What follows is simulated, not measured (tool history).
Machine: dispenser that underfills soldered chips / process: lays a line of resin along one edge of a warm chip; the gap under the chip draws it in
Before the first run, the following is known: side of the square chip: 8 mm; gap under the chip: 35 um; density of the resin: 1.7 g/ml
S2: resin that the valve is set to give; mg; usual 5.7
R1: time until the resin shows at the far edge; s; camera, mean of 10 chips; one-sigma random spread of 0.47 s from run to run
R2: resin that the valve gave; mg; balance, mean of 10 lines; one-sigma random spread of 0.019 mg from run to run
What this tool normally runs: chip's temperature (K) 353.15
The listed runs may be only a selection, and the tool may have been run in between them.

run 1 hour=0 | chip's_temperature_(K)=353.15 S2=5.7 | R1=43.2 R2=5.44
run 2 hour=3.5 | chip's_temperature_(K)=353.15 S2=5.7 | R1=52.1 R2=5.39
run 3 hour=6.8 | chip's_temperature_(K)=353.15 S2=5.7 | R1=61.9 R2=5.38
run 4 hour=9.7 | chip's_temperature_(K)=353.15 S2=5.7 | R1=71.9 R2=5.39
run 5 hour=14.1 | chip's_temperature_(K)=353.15 S2=5.7 | R1=40.2 R2=5.43
run 6 hour=16.5 | chip's_temperature_(K)=353.15 S2=7.1 | R1=43.7 R2=6.73
run 7 hour=19 | chip's_temperature_(K)=353.15 S2=5.7 | R1=51.5 R2=5.38
run 8 hour=21.9 | chip's_temperature_(K)=353.15 S2=5.7 | R1=61.1 R2=5.36
run 9 hour=25.7 | chip's_temperature_(K)=353.15 S2=5.7 | R1=73.7 R2=5.35
run 10 hour=29.4 | chip's_temperature_(K)=353.15 S2=5.7 | R1=40.4 R2=5.37
run 11 hour=35 | chip's_temperature_(K)=353.15 S2=5.7 | R1=50.5 R2=5.67
run 12 hour=39.4 | chip's_temperature_(K)=353.15 S2=6.5 | R1=63.7 R2=6.5
run 13 hour=44.4 | chip's_temperature_(K)=353.15 S2=5 | R1=38.1 R2=4.95
run 14 hour=47.1 | chip's_temperature_(K)=353.15 S2=6.59 | R1=41.7 R2=6.52
run 15 hour=50.9 | chip's_temperature_(K)=353.15 S2=5.7 | R1=52.6 R2=5.62
run 16 hour=55.1 | chip's_temperature_(K)=353.15 S2=5.7 | R1=63.7 R2=5.6
run 17 hour=57.5 | chip's_temperature_(K)=353.15 S2=5.7 | R1=72.7 R2=5.61
run 18 hour=61.8 | chip's_temperature_(K)=353.15 S2=5.7 | R1=40 R2=5.59
run 19 hour=65.1 | chip's_temperature_(K)=353.15 S2=5.7 | R1=48.5 R2=5.6
run 20 hour=69.7 | chip's_temperature_(K)=362.15 S2=5.56 | R1=46.8 R2=5.45
run 21 hour=71.6 | chip's_temperature_(K)=346.15 S2=5.2 | R1=89.7 R2=5.1
run 22 hour=74 | chip's_temperature_(K)=346.15 S2=5.2 | R1=102 R2=5.05
run 23 hour=76.3 | chip's_temperature_(K)=346.15 S2=5.2 | R1=50.2 R2=5.05
run 24 hour=80.6 | chip's_temperature_(K)=346.15 S2=5.2 | R1=63.5 R2=5.04
run 25 hour=83.3 | chip's_temperature_(K)=343.15 S2=7.03 | R1=78.1 R2=6.82
run 26 hour=87.8 | chip's_temperature_(K)=343.15 S2=7.03 | R1=99.8 R2=6.85
run 27 hour=90.8 | chip's_temperature_(K)=343.15 S2=7.03 | R1=50.5 R2=6.8
run 28 hour=92.9 | chip's_temperature_(K)=343.15 S2=7.03 | R1=56.1 R2=6.8
run 29 hour=95.8 | chip's_temperature_(K)=355.15 S2=7.22 | R1=44.2 R2=6.99
run 30 hour=98.3 | chip's_temperature_(K)=355.15 S2=7.22 | R1=51.7 R2=6.96
run 31 hour=101.6 | chip's_temperature_(K)=348.15 S2=4.86 | R1=81.8 R2=4.68
run 32 hour=104.6 | chip's_temperature_(K)=344.15 S2=6.28 | R1=104.4 R2=6.04
run 33 hour=107 | chip's_temperature_(K)=343.15 S2=4.84 | R1=56.7 R2=4.64
run 34 hour=111.1 | chip's_temperature_(K)=353.15 S2=6.55 | R1=46.4 R2=6.29
run 35 hour=114.2 | chip's_temperature_(K)=353.15 S2=6.55 | R1=55.1 R2=6.27
run 36 hour=118.1 | chip's_temperature_(K)=357.15 S2=5.7 | R1=60.2 R2=5.45
run 37 hour=122.3 | chip's_temperature_(K)=353.15 S2=5.54 | R1=39.1 R2=5.27
run 38 hour=124.4 | chip's_temperature_(K)=345.15 S2=5.4 | R1=57 R2=5.13

Taken out of this log: 9 entries between the listed runs. Where each belongs, and how the hidden state differs across it:
After run 4, before run 5: new syringe of resin (hour 12.1)
  resin's viscosity, % of fresh resin's: 204 -> 111.4; dose that the valve gives, % of what is set: 95.07 -> 94.88; true chip temperature over the reading, C: 0.49 -> 0.5
  the result without the hidden state subtracted from the measured one, R1: +36.3 -> +3.8 s; R2: -0.28 -> -0.29 mg
After run 9, before run 10: new syringe of resin (hour 27.5)
  resin's viscosity, % of fresh resin's: 207.3 -> 111.8; dose that the valve gives, % of what is set: 94.32 -> 94.16; true chip temperature over the reading, C: 0.54 -> 0.55
  the result without the hidden state subtracted from the measured one, R1: +38.1 -> +4 s; R2: -0.32 -> -0.33 mg
After run 10, before run 11: dispensing valve cleaned and set on the balance (hour 30.9)
  resin's viscosity, % of fresh resin's: 111.8 -> 143.8; dose that the valve gives, % of what is set: 94.16 -> 99.52; true chip temperature over the reading, C: 0.55 -> 0.56
  the result without the hidden state subtracted from the measured one, R1: +4 -> +14.7 s; R2: -0.33 -> -0.03 mg
After run 12, before run 13: new syringe of resin (hour 43.8)
  resin's viscosity, % of fresh resin's: 181.7 -> 103.5; dose that the valve gives, % of what is set: 99.31 -> 99.07; true chip temperature over the reading, C: 0.58 -> 0.59
  the result without the hidden state subtracted from the measured one, R1: +28.1 -> +0.7 s; R2: -0.04 -> -0.05 mg
After run 17, before run 18: new syringe of resin (hour 59.3)
  resin's viscosity, % of fresh resin's: 209.4 -> 114.8; dose that the valve gives, % of what is set: 98.41 -> 98.21; true chip temperature over the reading, C: 0.64 -> 0.65
  the result without the hidden state subtracted from the measured one, R1: +37.5 -> +4.5 s; R2: -0.09 -> -0.1 mg
After run 22, before run 23: new syringe of resin (hour 74.6)
  resin's viscosity, % of fresh resin's: 221.8 -> 110.1; dose that the valve gives, % of what is set: 97.63 -> 97.54; true chip temperature over the reading, C: 0.69 -> 0.7
  the result without the hidden state subtracted from the measured one, R1: +55 -> +3.8 s; R2: -0.12 -> -0.13 mg
After run 26, before run 27: new syringe of resin (hour 90)
  resin's viscosity, % of fresh resin's: 204.1 -> 104.2; dose that the valve gives, % of what is set: 96.99 -> 96.87; true chip temperature over the reading, C: 0.74 -> 0.75
  the result without the hidden state subtracted from the measured one, R1: +49.4 -> +0.9 s; R2: -0.21 -> -0.22 mg
After run 32, before run 33: new syringe of resin (hour 105.4)
  resin's viscosity, % of fresh resin's: 219.3 -> 109.8; dose that the valve gives, % of what is set: 96.18 -> 96.08; true chip temperature over the reading, C: 0.79 -> 0.8
  the result without the hidden state subtracted from the measured one, R1: +55.6 -> +4.3 s; R2: -0.24 -> -0.19 mg
After run 36, before run 37: new syringe of resin (hour 120.9)
  resin's viscosity, % of fresh resin's: 199.6 -> 108.9; dose that the valve gives, % of what is set: 95.55 -> 95.36; true chip temperature over the reading, C: 0.84 -> 0.85
  the result without the hidden state subtracted from the measured one, R1: +29.6 -> +2.5 s; R2: -0.25 -> -0.26 mg
